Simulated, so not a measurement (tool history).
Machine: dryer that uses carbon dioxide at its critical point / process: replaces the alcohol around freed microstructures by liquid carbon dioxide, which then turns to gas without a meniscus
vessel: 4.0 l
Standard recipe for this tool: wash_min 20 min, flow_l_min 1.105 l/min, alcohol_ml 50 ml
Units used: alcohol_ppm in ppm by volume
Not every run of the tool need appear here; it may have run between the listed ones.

{"run": 1, "hour": 0.0, "wash_min": 20, "flow_l_min": 1.105, "alcohol_ml": 50, "alcohol_ppm": 205}
{"run": 2, "hour": 7.9, "wash_min": 20, "flow_l_min": 1.105, "alcohol_ml": 23, "alcohol_ppm": 125}
{"run": 3, "hour": 12.2, "wash_min": 20, "flow_l_min": 1.105, "alcohol_ml": 23, "alcohol_ppm": 125}
{"run": 4, "hour": 22.0, "wash_min": 20, "flow_l_min": 1.105, "alcohol_ml": 23, "alcohol_ppm": 121}
{"run": 5, "hour": 26.9, "wash_min": 20, "flow_l_min": 0.74, "alcohol_ml": 50, "alcohol_ppm": 803}
{"run": 6, "hour": 32.0, "wash_min": 20, "flow_l_min": 0.74, "alcohol_ml": 50, "alcohol_ppm": 815}
{"run": 7, "hour": 41.1, "wash_min": 20, "flow_l_min": 0.74, "alcohol_ml": 50, "alcohol_ppm": 800}
{"run": 8, "hour": 48.3, "wash_min": 20, "flow_l_min": 1.105, "alcohol_ml": 34, "alcohol_ppm": 160}
{"run": 9, "hour": 54.1, "wash_min": 20, "flow_l_min": 1.105, "alcohol_ml": 40, "alcohol_ppm": 186}
{"run": 10, "hour": 60.9, "wash_min": 20, "flow_l_min": 1.105, "alcohol_ml": 40, "alcohol_ppm": 196}
{"run": 11, "hour": 68.0, "wash_min": 20, "flow_l_min": 1.105, "alcohol_ml": 82, "alcohol_ppm": 358}
{"run": 12, "hour": 72.8, "wash_min": 20, "flow_l_min": 1.105, "alcohol_ml": 82, "alcohol_ppm": 330}
{"run": 13, "hour": 81.9, "wash_min": 20, "flow_l_min": 1.47, "alcohol_ml": 82, "alcohol_ppm": 124}
{"run": 14, "hour": 91.5, "wash_min": 20, "flow_l_min": 1.47, "alcohol_ml": 82, "alcohol_ppm": 127}
{"run": 15, "hour": 101.2, "wash_min": 20, "flow_l_min": 1.47, "alcohol_ml": 82, "alcohol_ppm": 130}
{"run": 16, "hour": 109.6, "wash_min": 20, "flow_l_min": 1.47, "alcohol_ml": 82, "alcohol_ppm": 121}
{"run": 17, "hour": 116.3, "wash_min": 20, "flow_l_min": 1.47, "alcohol_ml": 82, "alcohol_ppm": 129}
{"run": 18, "hour": 120.8, "wash_min": 20, "flow_l_min": 1.47, "alcohol_ml": 82, "alcohol_ppm": 129}
{"run": 19, "hour": 125.1, "wash_min": 20, "flow_l_min": 1.47, "alcohol_ml": 82, "alcohol_ppm": 127}
{"run": 20, "hour": 134.2, "wash_min": 20, "flow_l_min": 1.47, "alcohol_ml": 82, "alcohol_ppm": 135}
{"run": 21, "hour": 143.0, "wash_min": 20, "flow_l_min": 1.105, "alcohol_ml": 50, "alcohol_ppm": 251}
{"run": 22, "hour": 151.7, "wash_min": 20, "flow_l_min": 1.105, "alcohol_ml": 50, "alcohol_ppm": 260}
{"run": 23, "hour": 157.8, "wash_min": 20, "flow_l_min": 1.105, "alcohol_ml": 50, "alcohol_ppm": 259}
{"run": 24, "hour": 162.7, "wash_min": 20, "flow_l_min": 1.105, "alcohol_ml": 50, "alcohol_ppm": 262}
{"run": 25, "hour": 172.4, "wash_min": 13, "flow_l_min": 0.89, "alcohol_ml": 111, "alcohol_ppm": 3393}
{"run": 26, "hour": 176.8, "wash_min": 20, "flow_l_min": 0.98, "alcohol_ml": 50, "alcohol_ppm": 391}
{"run": 27, "hour": 181.4, "wash_min": 20, "flow_l_min": 0.98, "alcohol_ml": 50, "alcohol_ppm": 395}
{"run": 28, "hour": 186.9, "wash_min": 26, "flow_l_min": 0.79, "alcohol_ml": 105, "alcohol_ppm": 679}
{"run": 29, "hour": 193.1, "wash_min": 20, "flow_l_min": 1.5, "alcohol_ml": 27, "alcohol_ppm": 90}
{"run": 30, "hour": 202.3, "wash_min": 20, "flow_l_min": 1.5, "alcohol_ml": 27, "alcohol_ppm": 92}
{"hour": 207.8, "done": "inlet filter changed"}
{"run": 31, "hour": 211.3, "wash_min": 31, "flow_l_min": 1.5, "alcohol_ml": 30, "alcohol_ppm": 72}
{"run": 32, "hour": 215.6, "wash_min": 18, "flow_l_min": 1.5, "alcohol_ml": 23, "alcohol_ppm": 95}
{"run": 33, "hour": 224.1, "wash_min": 16, "flow_l_min": 0.73, "alcohol_ml": 91, "alcohol_ppm": 1888}
{"run": 34, "hour": 228.2, "wash_min": 17, "flow_l_min": 1.105, "alcohol_ml": 46, "alcohol_ppm": 250}
{"run": 35, "hour": 235.6, "wash_min": 13, "flow_l_min": 1.62, "alcohol_ml": 46, "alcohol_ppm": 177}
{"run": 36, "hour": 242.8, "wash_min": 30, "flow_l_min": 1.27, "alcohol_ml": 50, "alcohol_ppm": 82}
{"run": 37, "hour": 250.8, "wash_min": 30, "flow_l_min": 1.27, "alcohol_ml": 50, "alcohol_ppm": 82}
{"run": 38, "hour": 258.8, "wash_min": 30, "flow_l_min": 1.27, "alcohol_ml": 50, "alcohol_ppm": 86}
{"run": 39, "hour": 263.0, "wash_min": 20, "flow_l_min": 0.96, "alcohol_ml": 87, "alcohol_ppm": 412}
{"run": 40, "hour": 268.7, "wash_min": 22, "flow_l_min": 1.61, "alcohol_ml": 25, "alcohol_ppm": 82}
{"run": 41, "hour": 278.4, "wash_min": 22, "flow_l_min": 1.61, "alcohol_ml": 25, "alcohol_ppm": 96}
{"run": 42, "hour": 288.0, "wash_min": 22, "flow_l_min": 1.61, "alcohol_ml": 25, "alcohol_ppm": 92}
{"run": 43, "hour": 296.3, "wash_min": 32, "flow_l_min": 1.35, "alcohol_ml": 50, "alcohol_ppm": 83}
{"run": 44, "hour": 302.0, "wash_min": 15, "flow_l_min": 0.67, "alcohol_ml": 118, "alcohol_ppm": 3687}
{"run": 45, "hour": 310.4, "wash_min": 15, "flow_l_min": 0.67, "alcohol_ml": 118, "alcohol_ppm": 3662}

Hidden state or all else? Some run-to-run changes of alcohol_ppm, split into what the settings, what came in and random variation would give without the hidden state, and what is left for the hidden state (with any gauge scatter that isn't in both results):
What the log doesn't record here: flow that reaches the vessel past the clogged filter, %; alcohol in the recycled carbon dioxide, ppm; drift of the gauge itself on alcohol_ppm, %.
Run 24 -> 25: wash_min 20 -> 13, flow_l_min 1.105 -> 0.89, alcohol_ml 50 -> 111. alcohol_ppm +3131 ppm by volume: hidden state +1035, all else +2096.
Run 25 -> 26: wash_min 13 -> 20, flow_l_min 0.89 -> 0.98, alcohol_ml 111 -> 50. alcohol_ppm -3002 ppm by volume: hidden state -973, all else -2029.
Run 28 -> 29: wash_min 26 -> 20, flow_l_min 0.79 -> 1.5, alcohol_ml 105 -> 27. alcohol_ppm -589 ppm by volume: hidden state -308, all else -281.
Run 43 -> 44: wash_min 32 -> 15, flow_l_min 1.35 -> 0.67, alcohol_ml 50 -> 118. alcohol_ppm +3604 ppm by volume: hidden state +234, all else +3370.
